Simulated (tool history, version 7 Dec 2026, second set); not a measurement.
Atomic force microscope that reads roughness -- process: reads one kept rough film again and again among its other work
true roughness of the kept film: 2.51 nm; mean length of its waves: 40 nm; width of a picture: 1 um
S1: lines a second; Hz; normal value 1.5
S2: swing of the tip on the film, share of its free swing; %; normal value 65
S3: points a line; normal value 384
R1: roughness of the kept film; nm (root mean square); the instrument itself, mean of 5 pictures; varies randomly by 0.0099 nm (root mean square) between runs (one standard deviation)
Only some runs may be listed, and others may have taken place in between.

| run | hour | S1 | S2 | S3 | R1 |
|---|---|---|---|---|---|
| 1 | 0.0 | 1.5 | 65 | 384 | 2.218 |
|  | 35.5 | new tip fitted |
| 2 | 63.4 | 1.5 | 65 | 384 | 1.993 |
|  | 69.0 | new tip fitted |
|  | 100.7 | new tip fitted |
| 3 | 131.2 | 1.5 | 65 | 384 | 1.966 |
|  | 137.2 | new tip fitted |
|  | 170.1 | new tip fitted |
| 4 | 197.2 | 1.5 | 65 | 442 | 2.036 |
|  | 203.6 | new tip fitted |
|  | 239.8 | new tip fitted |
| 5 | 259.5 | 1.5 | 65 | 442 | 2.055 |
|  | 272.4 | new tip fitted |
|  | 273.4 | height scale calibrated on a step standard |
| 6 | 289.2 | 1.5 | 70 | 384 | 2.092 |
|  | 305.6 | new tip fitted |
|  | 339.6 | new tip fitted |
| 7 | 346.8 | 1.5 | 70 | 384 | 2.163 |

Forecast run 8:
|  | 375.5 | new tip fitted |
|  | 406.7 | new tip fitted |
| 8 | 415.9 | 1.5 | 70 | 917 | ? |

Run 8 produced R1 2.164 nm (root mean square).
Without the tool's hidden state the same run would have given R1 2.251 nm (root mean square).
